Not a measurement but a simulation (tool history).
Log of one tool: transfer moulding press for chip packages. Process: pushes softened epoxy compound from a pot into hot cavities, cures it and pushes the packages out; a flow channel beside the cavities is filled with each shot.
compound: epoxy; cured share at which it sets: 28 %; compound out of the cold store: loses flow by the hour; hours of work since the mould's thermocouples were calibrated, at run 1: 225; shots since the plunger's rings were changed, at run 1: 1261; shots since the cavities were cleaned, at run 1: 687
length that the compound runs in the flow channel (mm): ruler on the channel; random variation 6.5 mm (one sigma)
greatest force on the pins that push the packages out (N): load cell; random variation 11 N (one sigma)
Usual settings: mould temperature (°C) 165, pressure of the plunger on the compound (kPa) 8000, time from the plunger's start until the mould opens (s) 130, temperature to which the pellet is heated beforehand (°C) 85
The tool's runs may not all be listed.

| run | hour | mould temperature (°C) | pressure of the plunger on the compound (kPa) | time from the plunger's start until the mould opens (s) | temperature to which the pellet is heated beforehand (°C) | hours of work since the mould's thermocouples were calibrated | shots since the plunger's rings were changed | shots since the cavities were cleaned | incoming compound's hours out of the cold store | length that the compound runs in the flow channel (mm) | greatest force on the pins that push the packages out (N) |
|---|---|---|---|---|---|---|---|---|---|---|---|
| 1 | 0 | 165 | 8000 | 130 | 85 | 225 | 1261 | 687 | 45.3 | 732 | 508 |
|  | 7 | cavities cleaned with cleaning compound and waxed |
| 2 | 10 | 165 | 8000 | 130 | 85 | 230 | 1331 | 24 | 41.9 | 731 | 528 |
| 3 | 22.9 | 165 | 8000 | 130 | 85 | 238 | 1438 | 131 | 39.3 | 744 | 525 |
| 4 | 37.1 | 165 | 8000 | 130 | 85 | 246 | 1555 | 248 | 28 | 780 | 537 |
| 5 | 45.4 | 165 | 8000 | 130 | 93 | 251 | 1624 | 317 | 47.7 | 700 | 511 |
| 6 | 58.7 | 165 | 8000 | 130 | 93 | 259 | 1734 | 427 | 47.2 | 714 | 503 |
| 7 | 69.2 | 165 | 8000 | 130 | 93 | 266 | 1821 | 514 | 40.8 | 743 | 514 |
| 8 | 82.2 | 165 | 8000 | 130 | 93 | 274 | 1928 | 621 | 42.9 | 725 | 496 |
| 9 | 90 | 165 | 8000 | 130 | 93 | 278 | 1993 | 686 | 14.2 | 848 | 540 |
|  | 97.7 | cavities cleaned with cleaning compound and waxed |
| 10 | 103.7 | 165 | 8000 | 130 | 78 | 286 | 2094 | 50 | 42 | 749 | 531 |
| 11 | 110.5 | 165 | 8000 | 130 | 85 | 290 | 2150 | 106 | 18.6 | 825 | 522 |
| 12 | 117.1 | 165 | 8000 | 130 | 85 | 294 | 2205 | 161 | 33.7 | 764 | 510 |
| 13 | 124.1 | 165 | 9040 | 130 | 85 | 298 | 2263 | 219 | 28.3 | 847 | 535 |
| 14 | 137 | 165 | 8000 | 130 | 85 | 306 | 2369 | 325 | 41.4 | 738 | 509 |
| 15 | 151.5 | 168 | 8000 | 151 | 85 | 315 | 2490 | 446 | 9.1 | 849 | 451 |
| 16 | 164.3 | 168 | 8000 | 151 | 85 | 322 | 2595 | 551 | 29.2 | 759 | 417 |
| 17 | 176.5 | 168 | 8000 | 151 | 85 | 330 | 2696 | 652 | 30.1 | 773 | 406 |
| 18 | 184.7 | 168 | 8000 | 122 | 85 | 335 | 2764 | 720 | 10.5 | 850 | 510 |
|  | 188.4 | cavities cleaned with cleaning compound and waxed |
|  | 194.2 | mould's thermocouples calibrated |
| 19 | 200.1 | 168 | 8000 | 122 | 85 | 4 | 2863 | 81 | 45 | 717 | 475 |
| 20 | 212.9 | 171 | 8000 | 130 | 85 | 11 | 2968 | 186 | 39.4 | 716 | 441 |
| 21 | 223.1 | 171 | 8000 | 118 | 81 | 18 | 3052 | 270 | 8.3 | 849 | 495 |
| 22 | 231.7 | 171 | 8000 | 118 | 81 | 23 | 3124 | 342 | 40.8 | 713 | 454 |
| 23 | 238.8 | 171 | 8000 | 141 | 88 | 27 | 3182 | 400 | 22.6 | 781 | 431 |
| 24 | 250.1 | 171 | 8000 | 141 | 88 | 34 | 3276 | 494 | 26.4 | 757 | 424 |
| 25 | 257.7 | 167 | 9630 | 154 | 82 | 39 | 3338 | 556 | 34 | 838 | 419 |
| 26 | 269 | 165 | 9360 | 145 | 88 | 45 | 3432 | 650 | 8.3 | 940 | 499 |
|  | 280.3 | cavities cleaned with cleaning compound and waxed |
| 27 | 283.1 | 165 | 7770 | 146 | 88 | 53 | 3536 | 23 | 35.6 | 741 | 457 |
| 28 | 295 | 165 | 7770 | 146 | 88 | 60 | 3635 | 122 | 22.7 | 793 | 467 |

Hidden state at the last listed run before each entry between runs and at the first one after, where it differs:
Between runs 1 and 2: cavities cleaned with cleaning compound and waxed (hour 7)
  grip of the stained cavities, % over clean ones': 0.7 -> 0.1
Between runs 9 and 10: cavities cleaned with cleaning compound and waxed (hour 97.7)
  pressure that reaches the compound, % of what is set: 99.93 -> 99.92; grip of the stained cavities, % over clean ones': 0.7 -> 0.1
Between runs 18 and 19: cavities cleaned with cleaning compound and waxed (hour 188.4); mould's thermocouples calibrated (hour 194.2)
  true mould temperature over the reading, C: -0.01 -> 0; grip of the stained cavities, % over clean ones': 0.8 -> 0.1
Between runs 26 and 27: cavities cleaned with cleaning compound and waxed (hour 280.3)
  pressure that reaches the compound, % of what is set: 99.88 -> 99.87; grip of the stained cavities, % over clean ones': 0.7 -> 0.1

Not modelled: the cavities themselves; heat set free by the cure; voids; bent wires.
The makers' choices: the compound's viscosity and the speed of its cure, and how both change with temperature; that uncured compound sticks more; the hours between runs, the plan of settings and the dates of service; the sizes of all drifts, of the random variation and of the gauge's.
